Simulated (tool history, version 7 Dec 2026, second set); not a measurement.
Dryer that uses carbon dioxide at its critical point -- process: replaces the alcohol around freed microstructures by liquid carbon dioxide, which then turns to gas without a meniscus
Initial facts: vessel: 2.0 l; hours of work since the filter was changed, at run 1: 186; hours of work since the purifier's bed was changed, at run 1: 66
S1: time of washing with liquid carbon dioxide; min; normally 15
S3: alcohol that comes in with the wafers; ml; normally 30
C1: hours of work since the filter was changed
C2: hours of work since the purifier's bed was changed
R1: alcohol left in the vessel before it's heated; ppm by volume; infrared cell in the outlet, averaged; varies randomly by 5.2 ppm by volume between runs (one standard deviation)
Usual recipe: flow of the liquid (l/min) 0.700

run 1 hour=0.0 | S1=15 flow_of_the_liquid_(l/min)=0.700 S3=30 | C1=186 C2=66 | R1=113
run 2 hour=4.3 | S1=15 flow_of_the_liquid_(l/min)=0.667 S3=30 | C1=189 C2=69 | R1=146
run 3 hour=14.3 | S1=15 flow_of_the_liquid_(l/min)=0.857 S3=30 | C1=195 C2=75 | R1=55
run 4 hour=20.0 | S1=15 flow_of_the_liquid_(l/min)=0.857 S3=30 | C1=199 C2=79 | R1=60
run 5 hour=24.3 | S1=15 flow_of_the_liquid_(l/min)=0.857 S3=30 | C1=202 C2=82 | R1=55
run 6 hour=29.7 | S1=15 flow_of_the_liquid_(l/min)=0.857 S3=30 | C1=205 C2=86 | R1=49
run 7 hour=37.6 | S1=15 flow_of_the_liquid_(l/min)=0.857 S3=30 | C1=211 C2=91 | R1=48
run 8 hour=42.6 | S1=15 flow_of_the_liquid_(l/min)=0.700 S3=30 | C1=214 C2=94 | R1=121
run 9 hour=50.2 | S1=15 flow_of_the_liquid_(l/min)=0.700 S3=30 | C1=219 C2=99 | R1=122
run 10 hour=59.8 | S1=15 flow_of_the_liquid_(l/min)=0.700 S3=30 | C1=225 C2=105 | R1=122
run 11 hour=65.8 | S1=15 flow_of_the_liquid_(l/min)=0.700 S3=30 | C1=229 C2=109 | R1=128
run 12 hour=71.7 | S1=15 flow_of_the_liquid_(l/min)=0.700 S3=30 | C1=233 C2=113 | R1=123
run 13 hour=76.1 | S1=15 flow_of_the_liquid_(l/min)=0.700 S3=24 | C1=236 C2=116 | R1=107
run 14 hour=81.0 | S1=15 flow_of_the_liquid_(l/min)=0.700 S3=24 | C1=239 C2=119 | R1=102
run 15 hour=88.1 | S1=14 flow_of_the_liquid_(l/min)=0.670 S3=47 | C1=244 C2=124 | R1=297
run 16 hour=97.8 | S1=13 flow_of_the_liquid_(l/min)=0.982 S3=24 | C1=250 C2=130 | R1=49
run 17 hour=103.0 | S1=20 flow_of_the_liquid_(l/min)=0.982 S3=64 | C1=253 C2=133 | R1=25
run 18 hour=111.2 | S1=20 flow_of_the_liquid_(l/min)=0.982 S3=64 | C1=259 C2=139 | R1=16
run 19 hour=118.7 | S1=11 flow_of_the_liquid_(l/min)=0.628 S3=33 | C1=264 C2=144 | R1=652
run 20 hour=125.1 | S1=15 flow_of_the_liquid_(l/min)=0.700 S3=31 | C1=268 C2=148 | R1=132
run 21 hour=133.2 | S1=15 flow_of_the_liquid_(l/min)=0.700 S3=31 | C1=273 C2=153 | R1=149
run 22 hour=138.3 | S1=17 flow_of_the_liquid_(l/min)=0.759 S3=24 | C1=277 C2=157 | R1=52
run 23 hour=146.3 | S1=15 flow_of_the_liquid_(l/min)=0.958 S3=30 | C1=282 C2=162 | R1=37
run 24 hour=156.1 | S1=15 flow_of_the_liquid_(l/min)=0.601 S3=54 | C1=288 C2=168 | R1=419
run 25 hour=164.9 | S1=15 flow_of_the_liquid_(l/min)=0.601 S3=54 | C1=294 C2=174 | R1=407

Measured less the same run without the tool's hidden state. The same run-to-run variation is in both; the gauge's scatter may not be:
Hidden conditions of the tool in this case: flow that reaches the vessel past the clogged filter, %; alcohol in the recycled carbon dioxide, ppm; drift of the gauge itself on alcohol_ppm, %.
run=1 R1=+29
run=2 R1=+32
run=3 R1=+18
run=4 R1=+18
run=5 R1=+19
run=6 R1=+20
run=7 R1=+20
run=8 R1=+34
run=9 R1=+34
run=10 R1=+35
run=11 R1=+37
run=12 R1=+37
run=13 R1=+33
run=14 R1=+35
run=15 R1=+72
run=16 R1=+26
run=17 R1=+17
run=18 R1=+16
run=19 R1=+122
run=20 R1=+45
run=21 R1=+48
run=22 R1=+27
run=23 R1=+27
run=24 R1=+107
run=25 R1=+108
